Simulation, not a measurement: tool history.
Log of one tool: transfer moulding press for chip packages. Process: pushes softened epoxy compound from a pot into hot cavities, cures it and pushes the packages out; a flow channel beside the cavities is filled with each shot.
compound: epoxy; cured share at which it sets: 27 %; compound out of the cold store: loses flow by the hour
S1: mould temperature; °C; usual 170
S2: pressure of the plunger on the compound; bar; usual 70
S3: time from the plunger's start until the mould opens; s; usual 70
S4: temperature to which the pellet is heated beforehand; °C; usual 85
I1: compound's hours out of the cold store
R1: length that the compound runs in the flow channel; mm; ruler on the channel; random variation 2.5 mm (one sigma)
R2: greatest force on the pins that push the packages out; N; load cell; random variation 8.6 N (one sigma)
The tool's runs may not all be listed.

run,day,S1,S2,S3,S4,I1,R1,R2
1,0,170,70,70,85,34.7,689,416
2,2.017,170,70,70,85,32.4,695,553
3,3.188,170,70,70,85,12.7,757,652
# day 4.479: cavities cleaned with cleaning compound and waxed
4,4.946,170,70,70,85,37.6,668,446
5,5.871,170,70,70,85,25.2,708,525
6,6.912,170,70,70,85,22,717,613
# day 7.321: plunger's sealing rings changed
7,8.392,170,70,70,85,30.3,728,640
# day 9.079: cavities cleaned with cleaning compound and waxed
8,10.067,170,70,70,85,33.8,712,496
9,12.271,170,54.3,72,85,13.9,687,600
10,13.258,170,57.7,70,92,21.7,681,628
# day 13.525: cavities cleaned with cleaning compound and waxed
11,14.696,170,57.7,70,92,14.6,702,511
12,15.95,170,64.3,84,85,33.2,675,371
# day 18.025: cavities cleaned with cleaning compound and waxed
13,18.025,177,64.3,90,85,17.7,717,200
14,20.238,170,70,55,93,9.5,784,1075
15,21.833,169,61.8,62,80,36.9,643,949

The same runs without the tool's hidden state, with the same run-to-run variation:
The hidden state here: true mould temperature over the reading, C; pressure that reaches the compound, % of what is set; grip of the stained cavities, % over clean ones'; drift of the gauge itself on flow_mm, %; drift of the gauge itself on push_out_n, %.
run,R1,R2
1,715,402
2,726,398
3,793,421
4,704,393
5,748,398
6,760,418
7,733,402
8,720,396
9,699,385
10,694,380
11,719,393
12,694,252
13,741,194
14,816,745
15,671,586

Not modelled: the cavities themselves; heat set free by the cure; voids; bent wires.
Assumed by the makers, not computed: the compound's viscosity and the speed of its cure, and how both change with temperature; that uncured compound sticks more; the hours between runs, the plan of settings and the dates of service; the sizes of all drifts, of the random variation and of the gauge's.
